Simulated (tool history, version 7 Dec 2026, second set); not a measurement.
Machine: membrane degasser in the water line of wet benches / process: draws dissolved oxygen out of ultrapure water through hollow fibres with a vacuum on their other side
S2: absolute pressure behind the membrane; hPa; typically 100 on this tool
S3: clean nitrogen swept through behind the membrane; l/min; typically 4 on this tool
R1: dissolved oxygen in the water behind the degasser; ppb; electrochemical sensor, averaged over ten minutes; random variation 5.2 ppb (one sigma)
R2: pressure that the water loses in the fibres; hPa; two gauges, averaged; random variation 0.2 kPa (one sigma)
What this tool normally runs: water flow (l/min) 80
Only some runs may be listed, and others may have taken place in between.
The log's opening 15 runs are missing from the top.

run 16 hour=1036.6 | water_flow_(l/min)=106 S2=100 S3=4 | R1=850.4 R2=573.6
run 17 hour=1076.8 | water_flow_(l/min)=51 S2=240 S3=5.92 | R1=449.2 R2=276.8
run 18 hour=1162.2 | water_flow_(l/min)=94 S2=104 S3=4 | R1=715.1 R2=508.1
run 19 hour=1249.2 | water_flow_(l/min)=94 S2=104 S3=4 | R1=722.8 R2=509.5
run 20 hour=1325.1 | water_flow_(l/min)=60 S2=104 S3=2.12 | R1=492.9 R2=324.1
run 21 hour=1384.3 | water_flow_(l/min)=60 S2=63 S3=7.68 | R1=150.5 R2=323.6
run 22 hour=1453.8 | water_flow_(l/min)=63 S2=200 S3=2.55 | R1=912.2 R2=345.2
run 23 hour=1526.2 | water_flow_(l/min)=63 S2=200 S3=2.55 | R1=923.1 R2=342
run 24 hour=1603.7 | water_flow_(l/min)=57 S2=121 S3=2.55 | R1=488 R2=308
run 25 hour=1686.4 | water_flow_(l/min)=57 S2=121 S3=2.55 | R1=481.4 R2=310.8
run 26 hour=1783.3 | water_flow_(l/min)=57 S2=121 S3=2.55 | R1=480.9 R2=309.6
run 27 hour=1836.9 | water_flow_(l/min)=80 S2=231 S3=4 | R1=991.1 R2=435.1
-- hour=1911.3 vacuum gauge calibrated
run 28 hour=1924.4 | water_flow_(l/min)=90 S2=75 S3=9.38 | R1=434.6 R2=491.7
run 29 hour=1983.3 | water_flow_(l/min)=90 S2=75 S3=9.38 | R1=430.8 R2=486.3
run 30 hour=2063 | water_flow_(l/min)=59 S2=208 S3=5.54 | R1=501.7 R2=322.5
run 31 hour=2135.5 | water_flow_(l/min)=80 S2=63 S3=4 | R1=370.3 R2=435.8
run 32 hour=2215.1 | water_flow_(l/min)=80 S2=63 S3=4 | R1=370.1 R2=433.3

3 options for the next run, each taken on its own from the tool as it stands now. Forecast them:
run A hour=2279.9 | water_flow_(l/min)=107 S2=100 S3=4 | R1=? R2=?
run B hour=2279.9 | water_flow_(l/min)=111 S2=63 S3=4 | R1=? R2=?
run C hour=2279.9 | water_flow_(l/min)=80 S2=100 S3=5.06 | R1=? R2=?

run=A R1=870.2 R2=581.8
run=B R1=739.1 R2=602
run=C R1=472.9 R2=431.5
With no hidden state in the tool, these same runs would have given:
run=A R1=869.4 R2=581.4
run=B R1=738.3 R2=601.6
run=C R1=472.5 R2=431.3

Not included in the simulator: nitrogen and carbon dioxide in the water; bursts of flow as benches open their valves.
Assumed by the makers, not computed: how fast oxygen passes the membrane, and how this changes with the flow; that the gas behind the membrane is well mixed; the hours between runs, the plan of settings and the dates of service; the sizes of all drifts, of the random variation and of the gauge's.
